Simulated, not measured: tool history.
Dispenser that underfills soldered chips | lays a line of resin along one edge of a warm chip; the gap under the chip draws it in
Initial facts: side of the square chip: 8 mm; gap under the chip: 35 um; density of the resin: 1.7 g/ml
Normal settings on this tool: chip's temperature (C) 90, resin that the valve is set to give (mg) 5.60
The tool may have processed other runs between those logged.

run	hour	chip's temperature (C)	resin that the valve is set to give (mg)	time until the resin shows at the far edge (s)	resin that the valve gave (mg)
1	0.0	90	5.60	115.1	5.34
# hour 4.9: new syringe of resin
2	5.1	90	4.84	112.1	4.58
# hour 9.0: dispensing valve cleaned and set on the balance
3	10.6	90	4.84	120.5	4.83
# hour 15.6: new syringe of resin
4	15.8	90	4.84	109.3	4.84
5	19.5	90	4.84	115.6	4.87
6	22.4	90	6.65	117.7	6.62
# hour 25.2: new syringe of resin
7	28.5	90	6.65	108.0	6.63
8	32.1	90	6.79	116.9	6.74
# hour 34.5: new syringe of resin
9	35.5	90	6.79	102.7	6.77
10	41.4	104	5.60	62.6	5.51
# hour 44.1: new syringe of resin
11	45.7	104	5.60	56.3	5.53
12	52.3	104	5.60	64.5	5.52
# hour 53.4: new syringe of resin
13	56.3	90	5.60	108.1	5.50
14	59.9	90	5.60	118.6	5.55
# hour 62.7: new syringe of resin
15	66.0	90	5.60	111.5	5.47
# hour 72.0: new syringe of resin
16	72.0	90	5.60	103.2	5.48
17	76.8	90	5.60	110.8	5.50
18	80.5	90	5.60	120.4	5.49
# hour 81.3: new syringe of resin
19	86.9	90	6.27	113.6	6.13
# hour 90.9: new syringe of resin
20	91.1	85	5.60	128.3	5.47
21	97.1	88	5.48	125.4	5.32
# hour 100.6: new syringe of resin
22	102.7	77	5.21	206.7	5.06
23	109.0	79	5.66	205.9	5.50
# hour 110.1: new syringe of resin
24	113.2	79	5.66	186.1	5.46
25	118.5	78	6.71	217.7	6.47
# hour 119.7: new syringe of resin
26	123.6	80	5.60	177.9	5.43
27	128.4	101	6.87	69.7	6.63
# hour 129.3: new syringe of resin
28	132.4	89	7.01	112.6	6.77
# hour 138.6: new syringe of resin
29	139.2	89	7.01	104.7	6.73
30	145.6	89	7.01	119.5	6.78
# hour 148.0: new syringe of resin
31	149.2	98	4.95	75.4	4.80
32	154.3	90	5.46	117.4	5.21
# hour 157.3: new syringe of resin
33	158.4	84	5.46	140.1	5.22
34	161.9	84	5.46	147.4	5.27
# hour 166.8: new syringe of resin
35	167.7	84	5.51	137.5	5.29

Consider 5 possible next runs. They are alternatives, not a sequence: every one starts from the tool as it was left by run 35. What does each give?
A	174.0	79	5.48	?	?
B	174.0	88	7.02	?	?
C	174.0	84	5.48	?	?
D	174.0	92	5.20	?	?
E	174.0	76	5.26	?	?

run	time until the resin shows at the far edge (s)	resin that the valve gave (mg)
A	205.9	5.26
B	124.6	6.69
C	154.8	5.28
D	105.9	4.95
E	233.5	4.99
Without the tool's hidden state the same runs would have given:
run	time until the resin shows at the far edge (s)	resin that the valve gave (mg)
A	193.1	5.51
B	117.3	7.00
C	144.8	5.53
D	98.5	5.19
E	219.0	5.22
